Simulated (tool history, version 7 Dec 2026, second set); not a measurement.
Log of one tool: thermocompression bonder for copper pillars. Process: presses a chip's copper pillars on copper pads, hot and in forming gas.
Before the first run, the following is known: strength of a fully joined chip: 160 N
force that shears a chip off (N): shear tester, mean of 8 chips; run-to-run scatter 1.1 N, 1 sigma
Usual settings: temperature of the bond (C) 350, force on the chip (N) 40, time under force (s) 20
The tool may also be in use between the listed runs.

run	hour	temperature of the bond (C)	force on the chip (N)	time under force (s)	force that shears a chip off (N)
1	0.0	350	40	20	94.2
2	8.4	350	40	20	92.9
3	22.7	350	40	20	92.9
4	34.2	350	40	20	94.5
5	50.1	350	40	20	92.9
6	64.7	350	40	20	92.4
7	78.3	340	40	20	82.6
8	89.9	340	40	20	83.7
9	104.9	340	40	20	85.9
# hour 111.4: heater calibrated with a thermocouple chip
10	119.2	350	25	20	76.8
11	134.2	350	26	32	91.1
12	146.0	343	26	24	76.3
13	154.6	343	26	24	78.3
14	163.1	350	40	17	92.4
15	175.6	350	40	17	92.1
16	186.0	364	28	48	114.7
17	201.7	348	44	48	120.3
18	213.0	336	45	23	93.1

What if the next run were any one of these 5? Each begins from the tool's condition after run 18:
A	227.3	346	36	10	?
B	227.3	335	45	16	?
C	227.3	336	38	53	?
D	227.3	348	54	20	?
E	227.3	355	37	27	?

run	force that shears a chip off (N)
A	68.5
B	80.3
C	108.0
D	104.7
E	103.3
With no hidden state in the tool, these same runs would have given:
run	force that shears a chip off (N)
A	71.9
B	84.5
C	113.6
D	110.1
E	108.6

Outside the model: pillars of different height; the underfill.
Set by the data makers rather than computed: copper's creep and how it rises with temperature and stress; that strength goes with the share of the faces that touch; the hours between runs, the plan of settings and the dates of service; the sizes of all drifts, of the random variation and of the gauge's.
